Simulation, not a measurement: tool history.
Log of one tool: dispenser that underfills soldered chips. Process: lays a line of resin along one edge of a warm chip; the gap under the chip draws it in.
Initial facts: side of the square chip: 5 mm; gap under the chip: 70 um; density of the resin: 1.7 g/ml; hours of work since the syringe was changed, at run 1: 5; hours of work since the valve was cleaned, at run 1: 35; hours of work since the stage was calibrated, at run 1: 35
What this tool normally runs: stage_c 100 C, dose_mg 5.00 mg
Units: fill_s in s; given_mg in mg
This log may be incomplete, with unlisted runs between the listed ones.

run,day,stage_c,dose_mg,hours of work since the syringe was changed,hours of work since the valve was cleaned,hours of work since the stage was calibrated,fill_s,given_mg
1,0.000,100,5.00,5,35,35,29.4,4.81
# day 0.042: new syringe of resin
2,0.133,100,5.00,2,37,37,22.6,4.86
3,0.271,100,5.00,4,39,39,26.5,4.82
# day 0.367: new syringe of resin
4,0.475,99,5.00,2,43,43,25.3,4.89
5,0.592,100,5.00,4,45,45,27.3,4.86
# day 0.692: new syringe of resin
6,0.817,100,5.00,2,49,49,24.8,4.83
7,0.938,100,5.00,4,51,51,27.0,4.85
# day 1.021: new syringe of resin
8,1.071,88,5.00,1,53,53,34.7,4.83
9,1.262,88,5.73,4,57,57,43.2,5.52
# day 1.354: new syringe of resin
10,1.383,91,5.00,1,59,59,30.9,4.78
11,1.492,86,4.62,3,61,61,43.5,4.36

3 ways to go on from here, each from the tool as it stands after run 11. What would each give?
# day 1.688: new syringe of resin
A,1.721,102,4.96,1,65,65,?,?
# day 1.688: new syringe of resin
B,1.721,98,5.67,1,65,65,?,?
# day 1.688: new syringe of resin
C,1.721,86,5.49,1,65,65,?,?

run,fill_s,given_mg
A,20.1,4.64
B,23.9,5.42
C,37.6,5.21
Stripped of hidden state, with their random variation kept, the same runs would have yielded:
run,fill_s,given_mg
A,18.8,4.88
B,22.4,5.68
C,35.2,5.47

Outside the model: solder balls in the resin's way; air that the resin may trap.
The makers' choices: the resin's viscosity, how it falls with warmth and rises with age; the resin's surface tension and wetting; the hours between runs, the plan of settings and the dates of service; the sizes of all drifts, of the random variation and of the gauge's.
